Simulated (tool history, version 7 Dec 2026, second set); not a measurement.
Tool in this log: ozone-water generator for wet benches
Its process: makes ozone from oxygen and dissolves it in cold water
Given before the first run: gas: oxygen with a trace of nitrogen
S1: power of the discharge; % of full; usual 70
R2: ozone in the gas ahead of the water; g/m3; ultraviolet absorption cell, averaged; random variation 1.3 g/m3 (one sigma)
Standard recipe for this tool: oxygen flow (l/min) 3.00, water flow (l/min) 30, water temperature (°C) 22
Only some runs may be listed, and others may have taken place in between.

Run 1, day 0.000: usual settings. Result: dissolved ozone (ppm) 10.2, R2 230.2 g/m3.
Run 2, day 2.658: usual settings. Result: dissolved ozone (ppm) 10.1, R2 231.6 g/m3.
Run 3, day 4.129: usual settings. Result: dissolved ozone (ppm) 10.1, R2 229.9 g/m3.
Run 4, day 6.196: usual settings. Result: dissolved ozone (ppm) 10.3, R2 231.3 g/m3.
Run 5, day 7.517: usual settings. Result: dissolved ozone (ppm) 10.2, R2 229.5 g/m3.
Run 6, day 10.212: usual settings. Result: dissolved ozone (ppm) 10.0, R2 229.0 g/m3.
Run 7, day 12.342: usual settings. Result: dissolved ozone (ppm) 10.0, R2 227.9 g/m3.
Run 8, day 14.738: usual settings. Result: dissolved ozone (ppm) 10.3, R2 228.7 g/m3.
Run 9, day 17.096: usual settings. Result: dissolved ozone (ppm) 10.1, R2 228.7 g/m3.
Run 10, day 19.646: usual settings. Result: dissolved ozone (ppm) 10.0, R2 229.3 g/m3.
Run 11, day 21.396: usual settings. Result: dissolved ozone (ppm) 10.1, R2 228.9 g/m3.
Run 12, day 23.654: usual settings. Result: dissolved ozone (ppm) 10.2, R2 225.3 g/m3.
Run 13, day 25.600: usual settings. Result: dissolved ozone (ppm) 9.9, R2 227.9 g/m3.
Run 14, day 27.321: usual settings. Result: dissolved ozone (ppm) 10.1, R2 226.3 g/m3.
Run 15, day 29.971: usual settings. Result: dissolved ozone (ppm) 10.1, R2 228.0 g/m3.
Run 16, day 31.958: usual settings. Result: dissolved ozone (ppm) 10.3, R2 227.2 g/m3.
Run 17, day 34.254: usual settings but S1 45 % of full, oxygen flow (l/min) 3.29. Result: dissolved ozone (ppm) 7.7, R2 170.0 g/m3.
Run 18, day 36.354: usual settings but S1 45 % of full, oxygen flow (l/min) 3.29, water flow (l/min) 46, water temperature (°C) 20. Result: dissolved ozone (ppm) 4.9, R2 168.1 g/m3.
Run 19, day 38.754: usual settings but S1 90 % of full, water temperature (°C) 20. Result: dissolved ozone (ppm) 11.8, R2 263.6 g/m3.
Run 20, day 40.854: usual settings but oxygen flow (l/min) 3.48, water flow (l/min) 26. Result: dissolved ozone (ppm) 12.0, R2 215.2 g/m3.
Run 21, day 43.171: usual settings but S1 75 % of full, oxygen flow (l/min) 2.01, water flow (l/min) 31. Result: dissolved ozone (ppm) 8.5, R2 271.6 g/m3.
Run 22, day 45.371: usual settings but S1 79 % of full, oxygen flow (l/min) 2.52, water flow (l/min) 37, water temperature (°C) 23. Result: dissolved ozone (ppm) 7.8, R2 260.6 g/m3.
Run 23, day 46.829: usual settings but oxygen flow (l/min) 3.74, water temperature (°C) 17. Result: dissolved ozone (ppm) 11.0, R2 207.6 g/m3.
At day 47.142: contactor cleaned.
Run 24, day 48.217: usual settings but S1 48 % of full. Result: dissolved ozone (ppm) 7.6, R2 180.5 g/m3.
Run 25, day 50.783: usual settings but S1 48 % of full. Result: dissolved ozone (ppm) 7.7, R2 180.5 g/m3.
Run 26, day 53.550: usual settings but S1 48 % of full. Result: dissolved ozone (ppm) 8.0, R2 182.7 g/m3.
Run 27, day 54.729: usual settings but S1 48 % of full, water flow (l/min) 45. Result: dissolved ozone (ppm) 4.6, R2 180.3 g/m3.
Run 28, day 57.100: usual settings but water flow (l/min) 20, water temperature (°C) 26. Result: dissolved ozone (ppm) 14.3, R2 224.0 g/m3.
Run 29, day 59.367: usual settings but oxygen flow (l/min) 4.06, water flow (l/min) 29. Result: dissolved ozone (ppm) 11.1, R2 204.0 g/m3.
At day 61.371: contactor cleaned, once more.
Run 30, day 61.429: usual settings but oxygen flow (l/min) 4.76, water flow (l/min) 29, water temperature (°C) 19. Result: dissolved ozone (ppm) 12.9, R2 189.1 g/m3.
Run 31, day 62.850: usual settings but S1 49 % of full, oxygen flow (l/min) 3.94, water flow (l/min) 29, water temperature (°C) 15. Result: dissolved ozone (ppm) 10.0, R2 164.7 g/m3.
Run 32, day 64.596: usual settings but S1 99 % of full, water flow (l/min) 35, water temperature (°C) 25. Result: dissolved ozone (ppm) 10.3, R2 274.9 g/m3.

3 ways to go on from here, each from the tool as it stands after run 32. What would each give?
Run A, day 65.750: usual settings but S1 99 % of full, oxygen flow (l/min) 4.04, water flow (l/min) 35, water temperature (°C) 25. Result: dissolved ozone (ppm) ?, R2 ?.
Run B, day 65.750: usual settings but S1 44 % of full, oxygen flow (l/min) 3.31, water flow (l/min) 19, water temperature (°C) 25. Result: dissolved ozone (ppm) ?, R2 ?.
Run C, day 65.750: usual settings but S1 63 % of full, oxygen flow (l/min) 1.54, water temperature (°C) 23. Result: dissolved ozone (ppm) ?, R2 ?.

run  dissolved ozone (ppm)     R2
  A                   11.5  245.7
  B                   12.1  164.9
  C                    7.1  266.8
Without the tool's hidden state the same runs would have given:
run  dissolved ozone (ppm)     R2
  A                   12.1  257.5
  B                   12.5  169.5
  C                    7.4  276.7
